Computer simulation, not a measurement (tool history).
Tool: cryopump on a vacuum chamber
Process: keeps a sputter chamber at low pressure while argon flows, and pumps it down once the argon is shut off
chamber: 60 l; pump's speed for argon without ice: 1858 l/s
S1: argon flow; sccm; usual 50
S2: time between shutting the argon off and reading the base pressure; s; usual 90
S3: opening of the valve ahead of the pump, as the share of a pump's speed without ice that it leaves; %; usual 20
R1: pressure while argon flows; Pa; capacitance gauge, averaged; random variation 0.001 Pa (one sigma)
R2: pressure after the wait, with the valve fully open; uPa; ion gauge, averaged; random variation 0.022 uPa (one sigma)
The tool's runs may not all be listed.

run   hour  S1   S2  S3      R1    R2
  1      0  50   90  20  0.2301  2.06
  2    7.6  50   90  20  0.2285  2.13
  3   16.8  50   90  20  0.2303  2.14
  4   26.8  50   90  56  0.0831  2.09
  5   38.6  50   90  56  0.0844  2.17
  6   52.4  50   90  20  0.2311  2.14
  7   60.5  50   90  20  0.2318  2.18
  8     71  50   90  20  0.2303  2.09
  9   82.8  50   90  20  0.2315  2.13
 10     90  50   90  20   0.232  2.16
 11   99.3  50   90  20  0.2303  2.18
 12  113.6  50   90  20  0.2318  2.19
 13  129.2  50   90  45  0.1032  2.21
 14  137.5  50   90  45  0.1045   2.2
 15  146.8  50   90  45  0.1054  2.16
 16  159.3  50  242  20  0.2303  1.98
 17  172.1  50  242  20  0.2319     2
 18  184.4  50   43  43  0.1098  2.68
 19  193.9  57  135  17    0.31  2.07
 20  210.6  50   25  20  0.2311  3.43
 21    220  50   25  20  0.2314  3.39
 22  228.9  50   25  20  0.2306  3.33
 23  240.4  50   56  20  0.2323  2.42
 24    251  50   56  20  0.2322  2.43

Run 25 comes next. What will it give?
 25  261.9  25  246  46   ?   ?

R1: 0.0516 Pa
R2: 2.05 uPa
Without the tool's hidden state the same run would have given R1 0.0492 Pa, R2 0.35 uPa.
